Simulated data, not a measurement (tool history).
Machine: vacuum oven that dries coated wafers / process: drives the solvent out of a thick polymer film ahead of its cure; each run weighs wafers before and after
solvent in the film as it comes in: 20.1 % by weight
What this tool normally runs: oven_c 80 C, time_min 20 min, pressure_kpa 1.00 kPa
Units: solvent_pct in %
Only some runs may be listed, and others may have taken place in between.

run     day  oven_c  time_min  pressure_kpa  solvent_pct
  1   0.000      80        20          1.00         2.54
  2   0.833      80        20          1.00         2.54
  3   1.488      80        11          1.00         5.61
  4   2.275      80        11          1.00         5.60
  5   2.738      80        11          1.00         5.62
  6   3.346      94        20          1.00         0.57
  7   3.817      80        20          1.00         2.49
  8   4.475      80        20          1.00         2.54
  9   5.067      80        15          1.00         3.82
 10   5.650      80        15          1.00         3.83
 11   6.346      80        15          1.00         3.83
 12   6.933      80        15          1.00         3.85
 13   7.396      80        15          1.00         3.85
 14   8.129      80        20          1.00         2.48
 15   8.750      80        20          1.00         2.48
 16   9.492      80        20          1.00         2.49
 17   9.854      80        20          1.00         2.43
 18  10.700      80        20          1.00         2.47
 19  11.179      80        20          1.00         2.42
 20  11.858      80        20          1.00         2.45
 21  12.367      80        20          1.00         2.45
 22  12.750      80        20          1.00         2.46
 23  13.483      80        20          1.00         2.44
 24  14.254      80        20          1.00         2.47
 25  15.021      80        20          1.00         2.43
 26  15.479      80        20          1.15         2.49
 27  15.946      65        20          1.00         6.62
 28  16.662      77        32          1.00         1.42
 29  17.296      77        32          1.00         1.42
 30  17.871      74        18          1.00         4.43
 31  18.667      74        18          1.00         4.41
 32  19.333      93        20          1.93         0.86
 33  20.204      93        20          1.93         0.91
 34  20.796      68        18          3.13         7.39
 35  21.317      86        18          0.83         1.60
     21.929  -- oven's thermocouples calibrated
 36  22.233      76        18          0.69         4.14
 37  22.946      75        20          0.54         3.78
 38  23.358      68        24          0.90         5.07
 39  24.175      82        13          1.00         4.34
 40  24.883      82        13          1.00         4.41
 41  25.438      90        29          1.00         0.53
 42  25.879      74        20          1.72         4.67
 43  26.275      80        20          0.62         2.56
 44  26.754      88        23          0.90         0.96
 45  27.333      88        23          0.90         0.91
 46  27.733      70        12          0.90         8.36
 47  28.562      83        27          0.91         1.16

Results for each run, recomputed without the tool's hidden state and with each run's random variation untouched:
What the log doesn't record here: true wafer temperature over the reading, C; true pressure over the reading, kPa; drift of the gauge itself on solvent_pct, %.
run  solvent_pct
  1         2.77
  2         2.78
  3         5.93
  4         5.93
  5         5.96
  6         0.65
  7         2.74
  8         2.81
  9         4.15
 10         4.16
 11         4.17
 12         4.19
 13         4.19
 14         2.76
 15         2.77
 16         2.78
 17         2.72
 18         2.76
 19         2.72
 20         2.75
 21         2.76
 22         2.77
 23         2.76
 24         2.79
 25         2.75
 26         2.82
 27         7.10
 28         1.62
 29         1.63
 30         4.89
 31         4.87
 32         0.98
 33         1.04
 34         7.95
 35         1.88
 36         4.15
 37         3.79
 38         5.08
 39         4.38
 40         4.45
 41         0.51
 42         4.71
 43         2.59
 44         0.95
 45         0.91
 46         8.43
 47         1.16
